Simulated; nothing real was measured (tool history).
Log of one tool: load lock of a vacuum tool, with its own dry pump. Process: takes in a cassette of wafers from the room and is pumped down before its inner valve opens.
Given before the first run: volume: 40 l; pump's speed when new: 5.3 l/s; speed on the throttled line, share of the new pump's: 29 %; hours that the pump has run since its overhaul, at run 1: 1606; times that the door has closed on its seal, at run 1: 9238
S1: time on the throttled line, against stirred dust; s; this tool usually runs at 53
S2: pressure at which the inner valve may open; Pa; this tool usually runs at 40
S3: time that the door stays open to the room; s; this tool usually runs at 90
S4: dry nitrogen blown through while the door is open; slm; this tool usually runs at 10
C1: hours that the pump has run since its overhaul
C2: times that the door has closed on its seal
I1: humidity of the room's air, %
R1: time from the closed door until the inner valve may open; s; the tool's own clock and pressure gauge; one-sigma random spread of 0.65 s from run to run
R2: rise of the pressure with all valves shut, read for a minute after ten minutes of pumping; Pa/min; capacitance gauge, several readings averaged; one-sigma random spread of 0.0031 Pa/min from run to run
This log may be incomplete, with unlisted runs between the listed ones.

{"run": 1, "hour": 0.0, "S1": 53, "S2": 40, "S3": 90, "S4": 10, "C1": 1606, "C2": 9238, "I1": 46, "R1": 97.4, "R2": 0.144}
{"run": 2, "hour": 105.5, "S1": 53, "S2": 40, "S3": 90, "S4": 10, "C1": 1711, "C2": 9375, "I1": 47.2, "R1": 99.3, "R2": 0.141}
{"run": 3, "hour": 177.3, "S1": 53, "S2": 40, "S3": 90, "S4": 10, "C1": 1783, "C2": 9469, "I1": 47.2, "R1": 98.7, "R2": 0.151}
{"run": 4, "hour": 269.3, "S1": 53, "S2": 31, "S3": 90, "S4": 10, "C1": 1875, "C2": 9589, "I1": 47.2, "R1": 99.8, "R2": 0.151}
{"run": 5, "hour": 356.8, "S1": 53, "S2": 31, "S3": 90, "S4": 14, "C1": 1962, "C2": 9702, "I1": 42.7, "R1": 99.2, "R2": 0.136}
{"run": 6, "hour": 414.0, "S1": 53, "S2": 31, "S3": 90, "S4": 14, "C1": 2020, "C2": 9777, "I1": 42.6, "R1": 100.1, "R2": 0.134}
{"run": 7, "hour": 518.4, "S1": 53, "S2": 31, "S3": 90, "S4": 14, "C1": 2124, "C2": 9913, "I1": 47.4, "R1": 99.5, "R2": 0.137}
{"run": 8, "hour": 563.0, "S1": 53, "S2": 40, "S3": 77, "S4": 10, "C1": 2169, "C2": 9971, "I1": 43.8, "R1": 97.3, "R2": 0.135}
{"run": 9, "hour": 650.0, "S1": 53, "S2": 40, "S3": 77, "S4": 20, "C1": 2256, "C2": 10084, "I1": 45.6, "R1": 98, "R2": 0.126}
{"run": 10, "hour": 725.6, "S1": 53, "S2": 40, "S3": 90, "S4": 19, "C1": 2331, "C2": 10182, "I1": 46, "R1": 98.3, "R2": 0.136}
{"run": 11, "hour": 819.2, "S1": 53, "S2": 40, "S3": 90, "S4": 19, "C1": 2425, "C2": 10304, "I1": 44.6, "R1": 97.6, "R2": 0.139}
{"run": 12, "hour": 884.4, "S1": 27, "S2": 40, "S3": 90, "S4": 10, "C1": 2490, "C2": 10389, "I1": 43.2, "R1": 79.7, "R2": 0.154}
{"run": 13, "hour": 940.9, "S1": 27, "S2": 40, "S3": 90, "S4": 10, "C1": 2546, "C2": 10463, "I1": 45.6, "R1": 80.1, "R2": 0.151}
{"run": 14, "hour": 1033.3, "S1": 27, "S2": 40, "S3": 90, "S4": 10, "C1": 2639, "C2": 10583, "I1": 46.9, "R1": 79.6, "R2": 0.156}
{"run": 15, "hour": 1140.5, "S1": 101, "S2": 40, "S3": 90, "S4": 10, "C1": 2746, "C2": 10723, "I1": 42.3, "R1": 132.8, "R2": 0.154}
{"run": 16, "hour": 1192.9, "S1": 101, "S2": 40, "S3": 90, "S4": 10, "C1": 2798, "C2": 10791, "I1": 45.4, "R1": 131.6, "R2": 0.157}
{"run": 17, "hour": 1267.1, "S1": 53, "S2": 40, "S3": 90, "S4": 10, "C1": 2873, "C2": 10887, "I1": 46.5, "R1": 98, "R2": 0.162}
{"run": 18, "hour": 1332.4, "S1": 53, "S2": 40, "S3": 90, "S4": 10, "C1": 2938, "C2": 10972, "I1": 42.8, "R1": 98.4, "R2": 0.155}
{"run": 19, "hour": 1396.7, "S1": 53, "S2": 40, "S3": 90, "S4": 10, "C1": 3002, "C2": 11056, "I1": 45.9, "R1": 97.6, "R2": 0.165}
{"run": 20, "hour": 1494.5, "S1": 61, "S2": 40, "S3": 131, "S4": 10, "C1": 3100, "C2": 11183, "I1": 44.1, "R1": 103.6, "R2": 0.187}
{"run": 21, "hour": 1571.2, "S1": 53, "S2": 53, "S3": 90, "S4": 10, "C1": 3177, "C2": 11283, "I1": 45.4, "R1": 95.6, "R2": 0.163}
{"run": 22, "hour": 1630.4, "S1": 53, "S2": 30, "S3": 30, "S4": 10, "C1": 3236, "C2": 11360, "I1": 44.5, "R1": 100.2, "R2": 0.119}
{"run": 23, "hour": 1708.9, "S1": 47, "S2": 48, "S3": 32, "S4": 39, "C1": 3314, "C2": 11462, "I1": 45.3, "R1": 92.8, "R2": 0.11}
{"run": 24, "hour": 1801.9, "S1": 46, "S2": 51, "S3": 195, "S4": 10, "C1": 3407, "C2": 11583, "I1": 46.3, "R1": 92.2, "R2": 0.228}
{"run": 25, "hour": 1882.3, "S1": 46, "S2": 44, "S3": 182, "S4": 10, "C1": 3488, "C2": 11688, "I1": 48.2, "R1": 92.4, "R2": 0.223}
{"run": 26, "hour": 1961.3, "S1": 46, "S2": 44, "S3": 182, "S4": 10, "C1": 3567, "C2": 11791, "I1": 45.8, "R1": 92.5, "R2": 0.218}
{"run": 27, "hour": 2055.4, "S1": 46, "S2": 44, "S3": 182, "S4": 10, "C1": 3661, "C2": 11913, "I1": 44.6, "R1": 93.1, "R2": 0.219}
{"run": 28, "hour": 2110.3, "S1": 31, "S2": 62, "S3": 111, "S4": 6, "C1": 3716, "C2": 11985, "I1": 44.4, "R1": 81.1, "R2": 0.189}
{"run": 29, "hour": 2215.9, "S1": 39, "S2": 62, "S3": 48, "S4": 7, "C1": 3821, "C2": 12122, "I1": 46.6, "R1": 86, "R2": 0.157}
{"run": 30, "hour": 2279.3, "S1": 49, "S2": 39, "S3": 164, "S4": 28, "C1": 3885, "C2": 12205, "I1": 43.9, "R1": 96.4, "R2": 0.167}
{"run": 31, "hour": 2353.2, "S1": 53, "S2": 66, "S3": 90, "S4": 9, "C1": 3959, "C2": 12301, "I1": 44.1, "R1": 93.6, "R2": 0.178}
{"run": 32, "hour": 2432.7, "S1": 53, "S2": 73, "S3": 186, "S4": 9, "C1": 4038, "C2": 12404, "I1": 45.7, "R1": 94.7, "R2": 0.227}
{"run": 33, "hour": 2482.6, "S1": 53, "S2": 40, "S3": 90, "S4": 11, "C1": 4088, "C2": 12469, "I1": 44.1, "R1": 98.7, "R2": 0.173}
{"run": 34, "hour": 2577.6, "S1": 53, "S2": 40, "S3": 90, "S4": 11, "C1": 4183, "C2": 12593, "I1": 44.1, "R1": 97.9, "R2": 0.176}
{"run": 35, "hour": 2631.1, "S1": 53, "S2": 40, "S3": 90, "S4": 11, "C1": 4237, "C2": 12663, "I1": 44.2, "R1": 99.9, "R2": 0.175}
{"run": 36, "hour": 2731.7, "S1": 63, "S2": 67, "S3": 169, "S4": 40, "C1": 4337, "C2": 12794, "I1": 46, "R1": 102.6, "R2": 0.164}

Had the tool no unlogged condition, and each run kept its random variation, what would the results have been?
What the log doesn't record here: pump's speed, % of a new pump's; leak at the door's seal, Pa l/s; drift of the gauge itself on ready_s, %; drift of the gauge itself on rise_pa_min, %.
run=1 R1=96.8 R2=0.079
run=2 R1=98.6 R2=0.075
run=3 R1=98 R2=0.083
run=4 R1=99 R2=0.083
run=5 R1=98.3 R2=0.067
run=6 R1=99.2 R2=0.063
run=7 R1=98.5 R2=0.067
run=8 R1=96.4 R2=0.064
run=9 R1=97.1 R2=0.053
run=10 R1=97.3 R2=0.062
run=11 R1=96.5 R2=0.063
run=12 R1=78.4 R2=0.077
run=13 R1=78.7 R2=0.075
run=14 R1=78.2 R2=0.078
run=15 R1=131.9 R2=0.074
run=16 R1=130.7 R2=0.077
run=17 R1=96.7 R2=0.082
run=18 R1=97.1 R2=0.073
run=19 R1=96.2 R2=0.082
run=20 R1=102.2 R2=0.101
run=21 R1=94.2 R2=0.077
run=22 R1=98.7 R2=0.033
run=23 R1=91.2 R2=0.022
run=24 R1=90.4 R2=0.138
run=25 R1=90.7 R2=0.132
run=26 R1=90.7 R2=0.127
run=27 R1=91.3 R2=0.125
run=28 R1=79.2 R2=0.096
run=29 R1=84.1 R2=0.06
run=30 R1=94.4 R2=0.071
run=31 R1=91.9 R2=0.08
run=32 R1=93 R2=0.128
run=33 R1=96.7 R2=0.072
run=34 R1=95.9 R2=0.073
run=35 R1=97.8 R2=0.074
run=36 R1=100.8 R2=0.06

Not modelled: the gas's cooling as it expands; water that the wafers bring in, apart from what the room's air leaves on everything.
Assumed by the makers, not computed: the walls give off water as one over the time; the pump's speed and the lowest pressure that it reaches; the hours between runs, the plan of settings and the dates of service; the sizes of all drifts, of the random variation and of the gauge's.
